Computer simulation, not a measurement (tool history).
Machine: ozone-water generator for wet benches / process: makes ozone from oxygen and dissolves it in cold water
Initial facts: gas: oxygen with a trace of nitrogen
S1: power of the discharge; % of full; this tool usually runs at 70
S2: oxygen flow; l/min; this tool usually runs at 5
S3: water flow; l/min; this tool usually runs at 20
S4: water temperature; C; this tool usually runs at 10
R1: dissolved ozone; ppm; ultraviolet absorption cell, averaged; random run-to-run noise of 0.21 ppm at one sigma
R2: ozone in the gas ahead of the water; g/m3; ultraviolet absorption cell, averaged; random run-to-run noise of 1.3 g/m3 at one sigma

| run | hour | S1 | S2 | S3 | S4 | R1 | R2 |
|---|---|---|---|---|---|---|---|
| 1 | 0 | 70 | 5 | 20 | 10 | 30 | 230.3 |
| 2 | 65 | 70 | 5 | 20 | 10 | 29.5 | 227.6 |
| 3 | 100.3 | 70 | 5 | 20 | 10 | 29.5 | 228.9 |
| 4 | 163.4 | 70 | 2.93 | 20 | 10 | 28.4 | 320.2 |
| 5 | 211 | 70 | 2.93 | 20 | 10 | 28.4 | 318 |
| 6 | 277.6 | 70 | 5.49 | 20 | 10 | 29.4 | 213.4 |
| 7 | 332.6 | 70 | 5 | 20 | 7 | 30.9 | 227.3 |
| 8 | 366.7 | 70 | 5 | 20 | 7 | 30.9 | 225.6 |
| 9 | 419.6 | 70 | 5 | 20 | 10 | 29.3 | 225.1 |
| 10 | 494.2 | 70 | 5 | 20 | 10 | 29.7 | 229.4 |
| 11 | 543.9 | 83 | 5 | 17 | 10 | 38.6 | 262.4 |
| 12 | 604 | 83 | 5 | 17 | 10 | 38.2 | 264 |
| 13 | 644.1 | 76 | 5.35 | 15 | 5 | 41.4 | 233 |
| 14 | 687.9 | 76 | 5.35 | 15 | 5 | 41.4 | 231.8 |
| 15 | 760.3 | 76 | 5.35 | 15 | 5 | 40.7 | 231.6 |
| 16 | 805 | 76 | 5.35 | 15 | 5 | 41.1 | 231 |
| 17 | 835.4 | 70 | 5 | 29 | 6 | 22.1 | 224.2 |

Table of differences, measured result less the result of that run with no hidden state. Run-to-run variation is the same in both. Gauge scatter possibly is not:
The hidden state here: yield of the discharge, % of new electrodes'; contactor's efficiency, % of a clean one's; true water temperature over the reading, C; drift of the gauge itself on ozone_ppm, %; drift of the gauge itself on gas_g_m3, %.
| run | R1 | R2 |
|---|---|---|
| 1 | -1.1 | -6.1 |
| 2 | -1 | -6.3 |
| 3 | -1.1 | -6.4 |
| 4 | -1.1 | -9.2 |
| 5 | -1.1 | -9.4 |
| 6 | -1.2 | -6.5 |
| 7 | -1.2 | -7.1 |
| 8 | -1.3 | -7.1 |
| 9 | -1.2 | -7.2 |
| 10 | -1.3 | -7.6 |
| 11 | -1.9 | -10.3 |
| 12 | -2 | -10.5 |
| 13 | -1.9 | -8.8 |
| 14 | -2 | -8.8 |
| 15 | -2.1 | -9.1 |
| 16 | -2 | -9.2 |
| 17 | -1.1 | -8.4 |

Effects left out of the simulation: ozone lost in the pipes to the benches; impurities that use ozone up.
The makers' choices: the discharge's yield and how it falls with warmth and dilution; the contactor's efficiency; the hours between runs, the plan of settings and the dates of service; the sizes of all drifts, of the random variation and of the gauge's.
